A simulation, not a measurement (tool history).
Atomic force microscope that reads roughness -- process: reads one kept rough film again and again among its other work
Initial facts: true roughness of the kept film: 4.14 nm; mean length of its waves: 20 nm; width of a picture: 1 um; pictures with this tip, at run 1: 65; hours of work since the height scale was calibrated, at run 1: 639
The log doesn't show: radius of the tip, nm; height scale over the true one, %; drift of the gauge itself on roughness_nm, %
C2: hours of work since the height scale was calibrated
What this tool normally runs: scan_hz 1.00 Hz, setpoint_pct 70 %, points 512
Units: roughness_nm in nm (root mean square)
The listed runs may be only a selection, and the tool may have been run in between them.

{"run": 1, "hour": 0.0, "scan_hz": 1.0, "setpoint_pct": 70, "points": 512, "pictures with this tip": 65, "C2": 639, "roughness_nm": 1.91}
{"run": 2, "hour": 25.3, "scan_hz": 1.0, "setpoint_pct": 70, "points": 476, "pictures with this tip": 115, "C2": 656, "roughness_nm": 1.591}
{"run": 3, "hour": 46.2, "scan_hz": 1.0, "setpoint_pct": 70, "points": 512, "pictures with this tip": 155, "C2": 670, "roughness_nm": 1.384}
{"hour": 57.6, "done": "new tip fitted"}
{"run": 4, "hour": 77.7, "scan_hz": 1.0, "setpoint_pct": 70, "points": 512, "pictures with this tip": 39, "C2": 691, "roughness_nm": 2.202}
{"run": 5, "hour": 108.2, "scan_hz": 1.0, "setpoint_pct": 70, "points": 512, "pictures with this tip": 99, "C2": 711, "roughness_nm": 1.651}
{"run": 6, "hour": 132.5, "scan_hz": 1.0, "setpoint_pct": 70, "points": 512, "pictures with this tip": 146, "C2": 727, "roughness_nm": 1.405}
{"hour": 149.3, "done": "new tip fitted"}
{"run": 7, "hour": 152.3, "scan_hz": 1.0, "setpoint_pct": 70, "points": 512, "pictures with this tip": 6, "C2": 740, "roughness_nm": 2.631}
{"run": 8, "hour": 183.7, "scan_hz": 1.0, "setpoint_pct": 70, "points": 512, "pictures with this tip": 67, "C2": 761, "roughness_nm": 1.888}
{"run": 9, "hour": 199.1, "scan_hz": 1.0, "setpoint_pct": 70, "points": 512, "pictures with this tip": 97, "C2": 771, "roughness_nm": 1.687}
{"run": 10, "hour": 213.2, "scan_hz": 1.0, "setpoint_pct": 70, "points": 512, "pictures with this tip": 124, "C2": 781, "roughness_nm": 1.528}
{"hour": 216.9, "done": "height scale calibrated on a step standard"}
{"run": 11, "hour": 234.5, "scan_hz": 1.0, "setpoint_pct": 62, "points": 512, "pictures with this tip": 164, "C2": 12, "roughness_nm": 1.368}
{"hour": 241.2, "done": "new tip fitted"}
{"run": 12, "hour": 263.0, "scan_hz": 1.0, "setpoint_pct": 62, "points": 512, "pictures with this tip": 42, "C2": 30, "roughness_nm": 2.171}
{"hour": 297.7, "done": "height scale calibrated on a step standard, once more"}
{"run": 13, "hour": 297.7, "scan_hz": 1.0, "setpoint_pct": 70, "points": 512, "pictures with this tip": 108, "C2": 0, "roughness_nm": 1.57}
{"run": 14, "hour": 326.0, "scan_hz": 1.0, "setpoint_pct": 70, "points": 512, "pictures with this tip": 163, "C2": 19, "roughness_nm": 1.31}
{"hour": 334.8, "done": "new tip fitted"}
{"run": 15, "hour": 360.7, "scan_hz": 1.0, "setpoint_pct": 70, "points": 512, "pictures with this tip": 50, "C2": 42, "roughness_nm": 2.096}
{"run": 16, "hour": 388.4, "scan_hz": 1.0, "setpoint_pct": 58, "points": 512, "pictures with this tip": 104, "C2": 60, "roughness_nm": 1.678}
{"run": 17, "hour": 408.7, "scan_hz": 0.96, "setpoint_pct": 70, "points": 512, "pictures with this tip": 144, "C2": 74, "roughness_nm": 1.412}
{"hour": 425.1, "done": "new tip fitted"}
{"run": 18, "hour": 435.6, "scan_hz": 1.39, "setpoint_pct": 76, "points": 512, "pictures with this tip": 20, "C2": 91, "roughness_nm": 2.26}
{"run": 19, "hour": 462.5, "scan_hz": 3.15, "setpoint_pct": 70, "points": 310, "pictures with this tip": 73, "C2": 109, "roughness_nm": 1.61}
{"run": 20, "hour": 480.5, "scan_hz": 1.0, "setpoint_pct": 87, "points": 440, "pictures with this tip": 108, "C2": 121, "roughness_nm": 1.509}
{"run": 21, "hour": 501.2, "scan_hz": 1.0, "setpoint_pct": 87, "points": 440, "pictures with this tip": 148, "C2": 135, "roughness_nm": 1.31}
{"hour": 516.5, "done": "new tip fitted"}
{"run": 22, "hour": 516.5, "scan_hz": 1.0, "setpoint_pct": 70, "points": 305, "pictures with this tip": 0, "C2": 145, "roughness_nm": 2.618}
{"run": 23, "hour": 549.8, "scan_hz": 2.51, "setpoint_pct": 70, "points": 850, "pictures with this tip": 64, "C2": 167, "roughness_nm": 1.781}
{"run": 24, "hour": 577.7, "scan_hz": 1.32, "setpoint_pct": 70, "points": 318, "pictures with this tip": 119, "C2": 186, "roughness_nm": 1.517}
{"run": 25, "hour": 598.2, "scan_hz": 1.32, "setpoint_pct": 70, "points": 318, "pictures with this tip": 159, "C2": 199, "roughness_nm": 1.331}
{"hour": 606.6, "done": "new tip fitted"}
{"run": 26, "hour": 622.4, "scan_hz": 0.51, "setpoint_pct": 89, "points": 345, "pictures with this tip": 31, "C2": 215, "roughness_nm": 2.238}

Estimate the outcome of run 27 from the log above:
{"run": 27, "hour": 645.8, "scan_hz": 2.74, "setpoint_pct": 57, "points": 902, "pictures with this tip": 76, "C2": 231, "roughness_nm": "?"}

Run 27 gave roughness_nm 1.842 nm (root mean square).
With no hidden state in the tool, this same run would have given roughness_nm 2.715 nm (root mean square).

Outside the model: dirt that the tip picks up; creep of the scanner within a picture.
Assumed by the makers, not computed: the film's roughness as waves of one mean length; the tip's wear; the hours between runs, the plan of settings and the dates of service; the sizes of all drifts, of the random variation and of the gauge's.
